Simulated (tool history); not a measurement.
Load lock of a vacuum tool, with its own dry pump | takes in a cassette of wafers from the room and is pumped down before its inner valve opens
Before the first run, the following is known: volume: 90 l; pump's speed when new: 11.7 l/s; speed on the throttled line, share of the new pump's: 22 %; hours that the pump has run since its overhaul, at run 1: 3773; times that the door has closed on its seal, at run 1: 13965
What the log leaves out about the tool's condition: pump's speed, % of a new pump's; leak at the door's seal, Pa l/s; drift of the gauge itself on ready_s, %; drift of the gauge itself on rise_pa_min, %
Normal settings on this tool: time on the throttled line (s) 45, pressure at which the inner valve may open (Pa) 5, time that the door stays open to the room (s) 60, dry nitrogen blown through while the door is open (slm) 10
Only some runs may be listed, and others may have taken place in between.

run      day  time on the throttled line (s)  pressure at which the inner valve may open (Pa)  time that the door stays open to the room (s)  dry nitrogen blown through while the door is open (slm)  hours that the pump has run since its overhaul  times that the door has closed on its seal  incoming humidity of the room's air, %  time from the closed door until the inner valve may open (s)  rise of the pressure with all valves shut (Pa/min)
  1    0.000                              45                                                5                                             60                                                       10                                            3773                                       13965                                    44.5                                                         111.8                                               0.093
  2    4.283                              45                                                5                                             60                                                       10                                            3876                                       14227                                    44.7                                                         113.2                                               0.095
  3    9.096                              45                                                5                                             43                                                       10                                            3991                                       14521                                    46.1                                                         113.1                                               0.095
  4   17.692                              45                                                5                                             43                                                       10                                            4198                                       15046                                    45.3                                                         113.0                                               0.101
  5   21.525                              45                                                5                                             43                                                       10                                            4290                                       15281                                    47.1                                                         112.2                                               0.103
  6   29.258                              45                                                5                                             60                                                       21                                            4475                                       15753                                    47.5                                                         113.3                                               0.102
  7   33.904                              45                                                5                                             60                                                       21                                            4587                                       16037                                    46.4                                                         113.9                                               0.111
  8   38.208                              45                                                5                                             60                                                       21                                            4690                                       16300                                    50.4                                                         112.3                                               0.115
  9   43.483                              45                                                5                                             60                                                       21                                            4817                                       16623                                    46.9                                                         113.3                                               0.110
 10   52.567                              45                                                8                                             60                                                       10                                            5035                                       17178                                    46.1                                                         110.0                                               0.117
 11   61.925                              45                                                8                                             60                                                       10                                            5259                                       17750                                    46.7                                                         109.5                                               0.129
 12   71.067                              45                                                8                                             60                                                       10                                            5479                                       18309                                    45.3                                                         108.7                                               0.134
 13   76.150                              45                                                8                                             60                                                       10                                            5601                                       18619                                    42.2                                                         110.5                                               0.128
 14   81.700                              45                                                4                                             60                                                       10                                            5734                                       18958                                    42.2                                                         114.7                                               0.134
 15   86.008                              45                                                4                                             60                                                       10                                            5837                                       19222                                    44.3                                                         116.5                                               0.137
 16   90.254                              45                                                4                                             60                                                       10                                            5939                                       19481                                    46.9                                                         115.3                                               0.139
 17   98.021                              45                                                9                                             60                                                       10                                            6126                                       19956                                    43.5                                                         109.2                                               0.144
 18  107.542                              45                                                9                                             60                                                       37                                            6354                                       20538                                    40.5                                                         109.4                                               0.143
 19  114.925                              45                                                5                                             60                                                       10                                            6531                                       20989                                    45.4                                                         112.7                                               0.151
 20  120.408                              35                                                5                                             82                                                        5                                            6663                                       21324                                    43.0                                                         106.2                                               0.154
 21  126.696                              59                                                7                                             82                                                        5                                            6814                                       21709                                    46.2                                                         121.3                                               0.168
 22  130.554                              59                                                7                                             82                                                        5                                            6906                                       21944                                    47.6                                                         121.4                                               0.173
 23  138.104                              59                                                7                                             82                                                        5                                            7088                                       22406                                    48.9                                                         122.2                                               0.180
 24  143.729                              59                                                7                                             82                                                        5                                            7223                                       22750                                    45.1                                                         123.0                                               0.180
 25  148.862                              59                                                5                                             89                                                       17                                            7346                                       23063                                    46.1                                                         126.3                                               0.177
 26  154.725                              59                                                5                                             89                                                       17                                            7486                                       23422                                    46.5                                                         124.5                                               0.179
 27  159.750                              59                                                5                                             89                                                       17                                            7607                                       23729                                    44.2                                                         125.3                                               0.184
 28  164.754                              34                                                8                                             89                                                       17                                            7727                                       24035                                    45.6                                                         102.3                                               0.192
 29  170.512                              34                                                4                                             27                                                       17                                            7865                                       24387                                    45.2                                                         108.1                                               0.175
 30  178.500                              34                                                4                                            128                                                       29                                            8057                                       24875                                    44.4                                                         108.7                                               0.191
 31  182.342                              33                                                5                                             60                                                       10                                            8149                                       25110                                    45.2                                                         104.9                                               0.196
 32  187.233                              33                                                5                                             60                                                       10                                            8267                                       25409                                    43.8                                                         105.1                                               0.198
 33  195.496                              33                                                5                                             60                                                       10                                            8465                                       25913                                    45.7                                                         105.1                                               0.203
 34  203.658                              51                                                5                                             58                                                       11                                            8661                                       26413                                    44.2                                                         120.3                                               0.205
 35  213.058                              51                                                5                                             58                                                       11                                            8886                                       26987                                    49.8                                                         119.1                                               0.213
 36  218.658                              51                                                5                                             58                                                       11                                            9021                                       27329                                    45.8                                                         118.9                                               0.216

Branching from run 36: 5 alternative next runs. What would each branch give?
  A  227.933                              56                                                5                                            100                                                        7                                            9243                                       27896                                    42.4                                                             ?                                                   ?
  B  227.933                              43                                                5                                             58                                                       11                                            9243                                       27896                                    44.1                                                             ?                                                   ?
  C  227.933                              51                                                4                                             58                                                       10                                            9243                                       27896                                    43.9                                                             ?                                                   ?
  D  227.933                              45                                                5                                             35                                                       10                                            9243                                       27896                                    44.8                                                             ?                                                   ?
  E  227.933                              45                                                5                                            224                                                       10                                            9243                                       27896                                    46.5                                                             ?                                                   ?

run  time from the closed door until the inner valve may open (s)  rise of the pressure with all valves shut (Pa/min)
  A                                                         125.6                                               0.228
  B                                                         113.3                                               0.219
  C                                                         123.1                                               0.226
  D                                                         117.0                                               0.219
  E                                                         114.9                                               0.254
The same runs, with their run-to-run variation unchanged, on a tool lacking any hidden condition would have given:
run  time from the closed door until the inner valve may open (s)  rise of the pressure with all valves shut (Pa/min)
  A                                                         121.8                                               0.027
  B                                                         109.2                                               0.016
  C                                                         119.1                                               0.020
  D                                                         112.9                                               0.013
  E                                                         111.0                                               0.047
